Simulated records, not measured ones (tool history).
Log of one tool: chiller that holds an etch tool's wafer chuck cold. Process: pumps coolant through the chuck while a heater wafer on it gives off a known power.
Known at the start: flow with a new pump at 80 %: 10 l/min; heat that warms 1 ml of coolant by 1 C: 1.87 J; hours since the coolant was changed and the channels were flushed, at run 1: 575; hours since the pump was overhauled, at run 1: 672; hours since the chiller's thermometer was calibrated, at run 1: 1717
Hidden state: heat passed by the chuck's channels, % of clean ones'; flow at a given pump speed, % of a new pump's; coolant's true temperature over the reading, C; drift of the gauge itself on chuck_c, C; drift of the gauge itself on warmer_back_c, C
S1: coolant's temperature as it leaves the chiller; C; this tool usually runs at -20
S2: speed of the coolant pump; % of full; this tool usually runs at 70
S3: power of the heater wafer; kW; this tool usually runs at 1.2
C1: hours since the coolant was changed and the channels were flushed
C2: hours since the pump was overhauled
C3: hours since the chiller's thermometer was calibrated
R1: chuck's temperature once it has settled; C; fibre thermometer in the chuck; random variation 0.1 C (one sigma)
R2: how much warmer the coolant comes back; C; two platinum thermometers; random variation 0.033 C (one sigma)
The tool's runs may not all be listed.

run    hour   S1  S2     S3    C1    C2    C3     R1    R2
  1       0  -20  70    1.2   575   672  1717   -5.4  4.55
  2    59.1  -20  70    1.2   634   731  1776   -5.4  4.53
  3     101  -20  70    1.2   676   773  1818   -5.5  4.57
  4   147.2  -20  70    1.2   722   819  1864   -5.7  4.61
  5   193.2  -20  70    1.2   768   865  1910   -5.5  4.56
  6   237.4  -20  70    1.2   812   909  1954   -5.6  4.62
  7   269.3  -20  70    1.2   844   941  1986   -5.4  4.56
  8   296.1  -20  70    1.2   871   968  2013   -5.5  4.58
  9   335.1  -20  70    1.2   910  1007  2052   -5.6  4.65
 10   397.5  -20  70    1.2   972  1070  2114   -5.5  4.58
 11   461.5  -20  70  1.357  1036  1134  2178   -3.4  5.16
 12   496.9  -20  70  1.357  1072  1169  2214   -3.5  5.25
 13   525.5  -20  70  1.357  1100  1198  2242   -3.5  5.25
 14   557.5  -20  70  1.357  1132  1230  2274   -3.7  5.22
 15   591.3  -20  70    1.2  1166  1263  2308   -5.4  4.62
 16   650.6  -20  70    1.2  1226  1323  2368   -5.2  4.63
 17   695.6  -22  66  1.788  1271  1368  2413    0.5  7.39
 18   750.3  -22  66  0.875  1325  1422  2467  -11.1  3.62
 19   812.3  -20  66  0.816  1387  1484  2529   -9.7   3.4
 20   844.1  -17  83    1.2  1419  1516  2561   -3.8  3.84
 21   897.1  -17  83    1.2  1472  1569  2614   -3.7  3.86
 22     926  -24  68  0.775  1501  1598  2643  -14.4  3.05
 23   985.7  -24  68  0.775  1561  1658  2703  -14.4  3.05
 24  1033.1  -24  68  0.775  1608  1705  2750  -14.3  3.14
 25  1082.5  -20  82    1.2  1658  1755  2799   -6.5  3.95
 26  1117.6  -18  82  1.603  1693  1790  2835    0.1   5.2
 27  1147.1  -18  82  1.603  1722  1819  2864    0.1  5.23
 28    1200  -23  81    1.2  1775  1872  2917   -9.4  4.03
 29  1233.8  -23  81  0.752  1809  1906  2951  -14.6  2.47
 30  1272.9  -14  62  1.508  1848  1945  2990      6  6.74
 31  1336.5  -14  77  1.508  1911  2009  3053    3.7  5.36
 32  1385.9  -14  82  0.912  1961  2058  3103   -3.8     3

3 ways to go on from here, each from the tool as it stands after run 32. What would each give?
  A  1444.7  -13  82  0.912  2020  2117  3162   ?   ?
  B  1444.7  -20  70  0.746  2020  2117  3162   ?   ?
  C  1444.7  -25  83  0.881  2020  2117  3162   ?   ?

run     R1    R2
  A   -2.7  2.98
  B    -11   2.9
  C  -15.2   2.9
Stripped of hidden state, with their random variation kept, the same runs would have yielded:
run     R1    R2
  A   -3.2  2.84
  B  -11.4  2.77
  C  -15.7  2.77

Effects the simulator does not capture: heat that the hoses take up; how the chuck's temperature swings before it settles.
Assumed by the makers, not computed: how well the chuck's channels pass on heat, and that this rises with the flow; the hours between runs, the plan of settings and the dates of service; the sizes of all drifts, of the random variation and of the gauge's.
